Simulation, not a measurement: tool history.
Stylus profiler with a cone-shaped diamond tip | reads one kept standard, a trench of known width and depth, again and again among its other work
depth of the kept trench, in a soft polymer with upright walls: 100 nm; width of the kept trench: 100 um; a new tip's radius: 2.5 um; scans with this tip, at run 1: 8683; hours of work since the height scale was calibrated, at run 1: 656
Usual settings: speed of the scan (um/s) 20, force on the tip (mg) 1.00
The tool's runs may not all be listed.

run	hour	speed of the scan (um/s)	force on the tip (mg)	scans with this tip	hours of work since the height scale was calibrated	depth of the trench (nm)	width of the trench's floor (um)
1	0.0	20	1.00	8683	656	100.61	98.39
2	74.3	20	1.00	9391	709	100.59	98.41
3	114.8	20	0.68	9778	738	100.46	98.35
4	174.5	20	0.68	10347	781	100.49	98.41
5	255.0	20	0.68	11115	839	100.46	98.35
6	318.0	20	0.68	11716	885	100.43	98.30
7	388.8	22	0.80	12391	936	100.52	98.34
8	440.6	57	0.80	12886	973	100.58	97.96
9	482.9	16	1.77	13289	1003	100.93	98.45
10	565.8	16	1.77	14080	1063	100.97	98.48

The next listed run, before its measurement:
11	614.5	19	2.94	14544	1098	?	?

{"run 11": {"depth of the trench (nm)": 101.25, "width of the trench's floor (um)": 98.51}}
Without the tool's hidden state the same run would have given depth of the trench (nm) 101.26, width of the trench's floor (um) 98.52.
